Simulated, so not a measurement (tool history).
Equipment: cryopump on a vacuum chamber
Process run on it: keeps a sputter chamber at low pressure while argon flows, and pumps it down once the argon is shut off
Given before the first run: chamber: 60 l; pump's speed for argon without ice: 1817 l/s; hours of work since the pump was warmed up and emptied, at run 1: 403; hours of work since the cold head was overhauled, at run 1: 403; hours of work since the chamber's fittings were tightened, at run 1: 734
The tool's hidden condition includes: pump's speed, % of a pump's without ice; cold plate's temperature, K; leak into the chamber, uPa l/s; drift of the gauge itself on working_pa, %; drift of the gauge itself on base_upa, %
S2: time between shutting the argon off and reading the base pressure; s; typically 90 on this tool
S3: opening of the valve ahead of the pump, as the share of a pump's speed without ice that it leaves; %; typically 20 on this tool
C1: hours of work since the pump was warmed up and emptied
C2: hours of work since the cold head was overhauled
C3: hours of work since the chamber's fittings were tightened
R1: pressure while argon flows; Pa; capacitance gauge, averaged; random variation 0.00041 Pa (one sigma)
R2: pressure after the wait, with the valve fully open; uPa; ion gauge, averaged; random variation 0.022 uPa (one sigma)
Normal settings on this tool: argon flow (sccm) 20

Run 1, hour 0: usual settings; C1 403; C2 403; C3 734. Result: R1 0.0942 Pa, R2 0.74 uPa.
Run 2, hour 24.9: usual settings; C1 419; C2 419; C3 751. Result: R1 0.0942 Pa, R2 0.69 uPa.
Run 3, hour 57.4: usual settings; C1 440; C2 440; C3 772. Result: R1 0.0935 Pa, R2 0.68 uPa.
Run 4, hour 79.8: usual settings but argon flow (sccm) 18; C1 455; C2 455; C3 786. Result: R1 0.0839 Pa, R2 0.73 uPa.
Run 5, hour 95.1: usual settings but argon flow (sccm) 18; C1 465; C2 465; C3 796. Result: R1 0.0846 Pa, R2 0.71 uPa.
Run 6, hour 119.8: usual settings but argon flow (sccm) 18; C1 481; C2 481; C3 812. Result: R1 0.0847 Pa, R2 0.68 uPa.
Run 7, hour 145.5: usual settings but argon flow (sccm) 18, S2 154 s; C1 498; C2 498; C3 829. Result: R1 0.0847 Pa, R2 0.5 uPa.
Run 8, hour 162.1: usual settings but argon flow (sccm) 24, S2 142 s; C1 508; C2 508; C3 840. Result: R1 0.1127 Pa, R2 0.57 uPa.
Run 9, hour 177.7: usual settings but argon flow (sccm) 22, S2 47 s, S3 16 %; C1 519; C2 519; C3 850. Result: R1 0.1296 Pa, R2 1.17 uPa.
Run 10, hour 203.7: usual settings but argon flow (sccm) 23, S2 222 s, S3 46 %; C1 535; C2 535; C3 867. Result: R1 0.0478 Pa, R2 0.48 uPa.
Run 11, hour 224.1: usual settings but argon flow (sccm) 24, S2 234 s, S3 28 %; C1 549; C2 549; C3 880. Result: R1 0.0811 Pa, R2 0.42 uPa.
Run 12, hour 239.3: usual settings but argon flow (sccm) 24, S2 20 s, S3 55 %; C1 559; C2 559; C3 890. Result: R1 0.0417 Pa, R2 2.22 uPa.
Run 13, hour 259.4: usual settings but S2 25 s, S3 19 %; C1 572; C2 572; C3 903. Result: R1 0.0994 Pa, R2 1.91 uPa.

Branching from run 13: 5 alternative next runs. What would each branch give?
Run A, hour 276.1: usual settings but argon flow (sccm) 10, S2 263 s; C1 583; C2 583; C3 914. Result: R1 ?, R2 ?.
Run B, hour 276.1: usual settings but S2 41 s; C1 583; C2 583; C3 914. Result: R1 ?, R2 ?.
Run C, hour 276.1: usual settings but S2 35 s, S3 24 %; C1 583; C2 583; C3 914. Result: R1 ?, R2 ?.
Run D, hour 276.1: usual settings but argon flow (sccm) 8, S2 118 s, S3 33 %; C1 583; C2 583; C3 914. Result: R1 ?, R2 ?.
Run E, hour 276.1: usual settings; C1 583; C2 583; C3 914. Result: R1 ?, R2 ?.

run      R1    R2
  A  0.0469  0.38
  B  0.0944  1.27
  C  0.0789  1.45
  D  0.0227  0.62
  E  0.0943  0.76
What these runs would have given with no unlogged condition in the tool:
run      R1    R2
  A  0.0462  0.28
  B  0.0931  1.16
  C  0.0776  1.34
  D  0.0221  0.52
  E  0.0929  0.65

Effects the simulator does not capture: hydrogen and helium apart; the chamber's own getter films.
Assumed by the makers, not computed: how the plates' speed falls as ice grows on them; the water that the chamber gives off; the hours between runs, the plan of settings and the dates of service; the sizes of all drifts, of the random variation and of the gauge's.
